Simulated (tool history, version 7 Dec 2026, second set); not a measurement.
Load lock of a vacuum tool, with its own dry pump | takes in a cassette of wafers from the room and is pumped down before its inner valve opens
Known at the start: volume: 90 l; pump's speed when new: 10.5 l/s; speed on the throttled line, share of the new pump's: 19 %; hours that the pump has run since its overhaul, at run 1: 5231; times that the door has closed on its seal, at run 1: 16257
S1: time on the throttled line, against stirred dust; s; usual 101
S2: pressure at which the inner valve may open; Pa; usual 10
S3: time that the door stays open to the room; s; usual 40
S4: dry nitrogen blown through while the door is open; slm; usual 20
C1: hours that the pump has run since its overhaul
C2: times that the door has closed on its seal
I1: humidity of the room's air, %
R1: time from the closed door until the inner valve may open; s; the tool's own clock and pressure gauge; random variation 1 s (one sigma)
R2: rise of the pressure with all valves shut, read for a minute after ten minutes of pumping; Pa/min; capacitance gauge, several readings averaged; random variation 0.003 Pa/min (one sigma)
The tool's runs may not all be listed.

run 1 hour=0.0 | S1=101 S2=10 S3=40 S4=20 | C1=5231 C2=16257 | I1=41.8 | R1=169.0 R2=0.069
run 2 hour=76.2 | S1=59 S2=10 S3=40 S4=20 | C1=5307 C2=16617 | I1=46.0 | R1=136.7 R2=0.072
run 3 hour=198.2 | S1=59 S2=14 S3=40 S4=20 | C1=5429 C2=17193 | I1=46.0 | R1=133.6 R2=0.081
run 4 hour=313.6 | S1=101 S2=10 S3=40 S4=20 | C1=5545 C2=17738 | I1=44.8 | R1=170.6 R2=0.076
run 5 hour=439.8 | S1=101 S2=10 S3=40 S4=20 | C1=5671 C2=18334 | I1=46.7 | R1=171.1 R2=0.081
run 6 hour=596.9 | S1=101 S2=10 S3=40 S4=20 | C1=5828 C2=19076 | I1=43.4 | R1=171.9 R2=0.090
run 7 hour=748.0 | S1=101 S2=10 S3=40 S4=20 | C1=5979 C2=19790 | I1=44.5 | R1=170.8 R2=0.094
run 8 hour=861.8 | S1=101 S2=10 S3=40 S4=20 | C1=6093 C2=20327 | I1=45.9 | R1=171.1 R2=0.090
run 9 hour=983.8 | S1=101 S2=10 S3=44 S4=20 | C1=6215 C2=20903 | I1=50.4 | R1=170.5 R2=0.095
run 10 hour=1064.7 | S1=111 S2=13 S3=71 S4=32 | C1=6296 C2=21285 | I1=42.9 | R1=176.4 R2=0.099
run 11 hour=1192.7 | S1=111 S2=13 S3=71 S4=32 | C1=6424 C2=21890 | I1=42.2 | R1=177.3 R2=0.102
run 12 hour=1271.4 | S1=51 S2=8 S3=131 S4=8 | C1=6502 C2=22262 | I1=44.5 | R1=134.4 R2=0.127
run 13 hour=1381.4 | S1=51 S2=8 S3=131 S4=8 | C1=6612 C2=22781 | I1=44.6 | R1=136.0 R2=0.135
run 14 hour=1539.4 | S1=51 S2=8 S3=131 S4=8 | C1=6770 C2=23527 | I1=42.2 | R1=137.1 R2=0.130
run 15 hour=1608.6 | S1=56 S2=10 S3=126 S4=17 | C1=6840 C2=23854 | I1=47.1 | R1=136.6 R2=0.130

Forecast each of these 4 alternatives for the next run:
run A hour=1746.2 | S1=56 S2=13 S3=126 S4=17 | C1=6977 C2=24504 | I1=47.0 | R1=? R2=?
run B hour=1746.2 | S1=101 S2=10 S3=38 S4=12 | C1=6977 C2=24504 | I1=43.0 | R1=? R2=?
run C hour=1746.2 | S1=53 S2=10 S3=34 S4=17 | C1=6977 C2=24504 | I1=39.9 | R1=? R2=?
run D hour=1746.2 | S1=56 S2=10 S3=126 S4=10 | C1=6977 C2=24504 | I1=45.4 | R1=? R2=?

run=A R1=134.4 R2=0.138
run=B R1=174.7 R2=0.121
run=C R1=135.1 R2=0.118
run=D R1=136.8 R2=0.147
Without the tool's hidden state the same runs would have given:
run=A R1=122.5 R2=0.032
run=B R1=163.7 R2=0.015
run=C R1=122.9 R2=0.015
run=D R1=124.5 R2=0.042

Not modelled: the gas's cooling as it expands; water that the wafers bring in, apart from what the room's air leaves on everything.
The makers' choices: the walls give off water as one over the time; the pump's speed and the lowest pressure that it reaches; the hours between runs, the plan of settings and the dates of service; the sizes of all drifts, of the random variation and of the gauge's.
